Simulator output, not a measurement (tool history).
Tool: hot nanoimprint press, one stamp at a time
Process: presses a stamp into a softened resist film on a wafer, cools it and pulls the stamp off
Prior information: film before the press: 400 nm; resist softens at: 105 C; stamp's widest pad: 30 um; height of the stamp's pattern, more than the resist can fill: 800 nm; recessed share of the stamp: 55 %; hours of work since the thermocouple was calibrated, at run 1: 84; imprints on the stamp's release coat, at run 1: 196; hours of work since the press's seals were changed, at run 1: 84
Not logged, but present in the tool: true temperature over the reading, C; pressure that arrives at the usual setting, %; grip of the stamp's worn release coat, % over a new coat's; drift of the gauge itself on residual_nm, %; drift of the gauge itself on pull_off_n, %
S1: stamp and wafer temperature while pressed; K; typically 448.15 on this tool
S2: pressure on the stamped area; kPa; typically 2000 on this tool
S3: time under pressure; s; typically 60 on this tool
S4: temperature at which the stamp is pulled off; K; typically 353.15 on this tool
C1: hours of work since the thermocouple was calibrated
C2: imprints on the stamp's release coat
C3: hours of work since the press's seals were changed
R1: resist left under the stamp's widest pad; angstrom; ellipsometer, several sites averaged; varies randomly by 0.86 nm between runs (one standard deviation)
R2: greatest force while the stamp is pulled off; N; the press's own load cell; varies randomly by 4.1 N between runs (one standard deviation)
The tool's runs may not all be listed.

| run | hour | S1 | S2 | S3 | S4 | C1 | C2 | C3 | R1 | R2 |
|---|---|---|---|---|---|---|---|---|---|---|
| 1 | 0 | 448.15 | 2000 | 60 | 353.15 | 84 | 196 | 84 | 1900 | 226 |
| 2 | 31.7 | 448.15 | 2000 | 60 | 339.15 | 107 | 333 | 107 | 1928 | 277 |
| 3 | 50.4 | 448.15 | 2000 | 60 | 353.15 | 120 | 414 | 120 | 1931 | 251 |
| 4 | 75.4 | 448.15 | 2000 | 60 | 353.15 | 138 | 522 | 138 | 1937 | 261 |
|  | 106.2 | stamp cleaned and given a new release coat |
| 5 | 114.4 | 448.15 | 2000 | 60 | 353.15 | 162 | 35 | 162 | 1944 | 215 |
| 6 | 153.5 | 455.15 | 2000 | 60 | 353.15 | 190 | 204 | 190 | 1519 | 227 |
| 7 | 191.3 | 455.15 | 2000 | 60 | 353.15 | 217 | 368 | 217 | 1545 | 254 |
| 8 | 221.6 | 448.15 | 2000 | 60 | 353.15 | 238 | 498 | 238 | 1996 | 258 |
| 9 | 241.6 | 448.15 | 2000 | 60 | 353.15 | 253 | 585 | 253 | 1963 | 269 |
|  | 258.1 | stamp cleaned and given a new release coat |
|  | 265.4 | plate thermocouple calibrated |
| 10 | 274.7 | 448.15 | 2000 | 110 | 353.15 | 7 | 59 | 270 | 1448 | 221 |
| 11 | 306.3 | 448.15 | 2420 | 60 | 353.15 | 29 | 196 | 293 | 1734 | 229 |
| 12 | 326.7 | 448.15 | 2420 | 60 | 353.15 | 44 | 284 | 307 | 1739 | 236 |
| 13 | 360.2 | 448.15 | 2420 | 60 | 353.15 | 68 | 429 | 332 | 1753 | 245 |
| 14 | 382.7 | 444.15 | 2250 | 60 | 353.15 | 84 | 526 | 348 | 2070 | 261 |

For run 15, what comes out?
|  | 412.8 | stamp cleaned and given a new release coat |
| 15 | 423.1 | 438.15 | 2000 | 70 | 353.15 | 109 | 45 | 372 | ? | ? |

R1: 2544 angstrom
R2: 218 N
With no hidden state in the tool, this same run would have given R1 2496 angstrom, R2 214 N.

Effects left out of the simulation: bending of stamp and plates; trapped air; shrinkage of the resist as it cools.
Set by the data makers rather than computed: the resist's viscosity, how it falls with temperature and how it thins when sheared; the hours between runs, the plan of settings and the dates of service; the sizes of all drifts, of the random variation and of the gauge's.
